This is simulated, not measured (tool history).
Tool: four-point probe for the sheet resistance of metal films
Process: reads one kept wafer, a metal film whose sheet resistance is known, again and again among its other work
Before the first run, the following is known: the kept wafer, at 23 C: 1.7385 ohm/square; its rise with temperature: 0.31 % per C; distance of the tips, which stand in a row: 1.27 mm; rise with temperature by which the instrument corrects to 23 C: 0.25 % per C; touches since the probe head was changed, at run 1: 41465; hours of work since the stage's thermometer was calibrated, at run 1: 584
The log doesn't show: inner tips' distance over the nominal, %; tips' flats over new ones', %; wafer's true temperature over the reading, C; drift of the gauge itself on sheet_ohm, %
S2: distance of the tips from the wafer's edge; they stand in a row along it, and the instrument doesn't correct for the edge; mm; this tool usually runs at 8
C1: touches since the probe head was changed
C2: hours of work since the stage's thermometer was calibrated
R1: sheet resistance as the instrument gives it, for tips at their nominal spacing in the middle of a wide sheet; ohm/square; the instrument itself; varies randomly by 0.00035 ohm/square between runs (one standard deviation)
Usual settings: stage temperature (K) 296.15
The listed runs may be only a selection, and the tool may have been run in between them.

Run 1, hour 0: usual settings; C1 41465; C2 584. Result: R1 1.767797 ohm/square.
Run 2, hour 15.5: usual settings but stage temperature (K) 303.15; C1 41992; C2 590. Result: R1 1.77523 ohm/square.
Run 3, hour 35.3: usual settings; C1 42665; C2 598. Result: R1 1.768109 ohm/square.
Run 4, hour 56.4: usual settings; C1 43383; C2 607. Result: R1 1.767777 ohm/square.
Run 5, hour 81.1: usual settings; C1 44222; C2 617. Result: R1 1.768878 ohm/square.
Run 6, hour 109.9: usual settings; C1 45200; C2 629. Result: R1 1.768942 ohm/square.
Run 7, hour 126: usual settings; C1 45747; C2 636. Result: R1 1.768226 ohm/square.
Run 8, hour 155.9: usual settings; C1 46762; C2 648. Result: R1 1.768834 ohm/square.
Run 9, hour 177.3: usual settings; C1 47492; C2 657. Result: R1 1.768718 ohm/square.
Run 10, hour 201.7: usual settings; C1 48321; C2 667. Result: R1 1.769196 ohm/square.
Run 11, hour 227.5: usual settings; C1 49196; C2 677. Result: R1 1.769454 ohm/square.
Run 12, hour 250.9: usual settings; C1 49993; C2 687. Result: R1 1.769008 ohm/square.
Run 13, hour 271.1: usual settings; C1 50679; C2 695. Result: R1 1.769629 ohm/square.
Run 14, hour 300.8: usual settings but S2 3 mm; C1 51690; C2 707. Result: R1 1.898678 ohm/square.
Run 15, hour 327.2: usual settings but stage temperature (K) 295.15; C1 52587; C2 718. Result: R1 1.768647 ohm/square.
Run 16, hour 351.3: usual settings but stage temperature (K) 295.15; C1 53405; C2 728. Result: R1 1.76907 ohm/square.
Run 17, hour 367.2: usual settings but stage temperature (K) 295.15; C1 53944; C2 735. Result: R1 1.768572 ohm/square.
Run 18, hour 391: usual settings but stage temperature (K) 295.15; C1 54753; C2 744. Result: R1 1.768474 ohm/square.
Run 19, hour 409.6: usual settings but stage temperature (K) 295.15; C1 55385; C2 752. Result: R1 1.768896 ohm/square.
Run 20, hour 423.7: usual settings; C1 55866; C2 758. Result: R1 1.770897 ohm/square.
At hour 426.8: stage's thermometer calibrated.
Run 21, hour 442.4: usual settings but stage temperature (K) 298.15; C1 56484; C2 6. Result: R1 1.772373 ohm/square.
Run 22, hour 461.9: usual settings but stage temperature (K) 298.15, S2 42 mm; C1 57146; C2 14. Result: R1 1.750209 ohm/square.
Run 23, hour 484.3: usual settings but stage temperature (K) 298.15, S2 42 mm; C1 57908; C2 24. Result: R1 1.749365 ohm/square.
Run 24, hour 503.2: usual settings but stage temperature (K) 298.15, S2 42 mm; C1 58550; C2 31. Result: R1 1.750452 ohm/square.
Run 25, hour 520.6: usual settings but stage temperature (K) 305.15, S2 11 mm; C1 59141; C2 39. Result: R1 1.769155 ohm/square.
At hour 533.8: stage's thermometer calibrated, once more.
Run 26, hour 533.8: usual settings but stage temperature (K) 305.15, S2 11 mm; C1 59574; C2 0. Result: R1 1.767189 ohm/square.
Run 27, hour 560.3: usual settings but stage temperature (K) 292.15, S2 3 mm; C1 60473; C2 11. Result: R1 1.893345 ohm/square.
Run 28, hour 579.8: usual settings but S2 19 mm; C1 61136; C2 19. Result: R1 1.750498 ohm/square.
Run 29, hour 607.2: usual settings but S2 5 mm; C1 62067; C2 30. Result: R1 1.804742 ohm/square.
Run 30, hour 621: usual settings but S2 5 mm; C1 62537; C2 36. Result: R1 1.804657 ohm/square.
Run 31, hour 649: usual settings but S2 5 mm; C1 63490; C2 47. Result: R1 1.80491 ohm/square.
Run 32, hour 662.7: usual settings but S2 41 mm; C1 63955; C2 53. Result: R1 1.746195 ohm/square.
Run 33, hour 681: usual settings but stage temperature (K) 306.15, S2 21 mm; C1 64576; C2 61. Result: R1 1.75977 ohm/square.
Run 34, hour 697: usual settings but stage temperature (K) 306.15, S2 21 mm; C1 65119; C2 67. Result: R1 1.760434 ohm/square.
Run 35, hour 717.6: usual settings but stage temperature (K) 301.15, S2 18 mm; C1 65821; C2 76. Result: R1 1.756052 ohm/square.
Run 36, hour 738.1: usual settings but stage temperature (K) 301.15, S2 18 mm; C1 66517; C2 84. Result: R1 1.757208 ohm/square.
Run 37, hour 751.9: usual settings but stage temperature (K) 301.15, S2 18 mm; C1 66986; C2 90. Result: R1 1.756865 ohm/square.
Run 38, hour 778.2: usual settings but stage temperature (K) 297.15, S2 42 mm; C1 67881; C2 101. Result: R1 1.749141 ohm/square.
Run 39, hour 795.8: usual settings but stage temperature (K) 295.15, S2 24 mm; C1 68477; C2 108. Result: R1 1.748586 ohm/square.

What does the tool deliver on the next run?
Run 40, hour 808.9: usual settings but stage temperature (K) 295.15, S2 24 mm; C1 68924; C2 113. Result: R1 ?.

R1: 1.748846 ohm/square
Were there no unlogged condition in the tool, this run, its random variation unchanged, would have produced R1 1.740396 ohm/square.
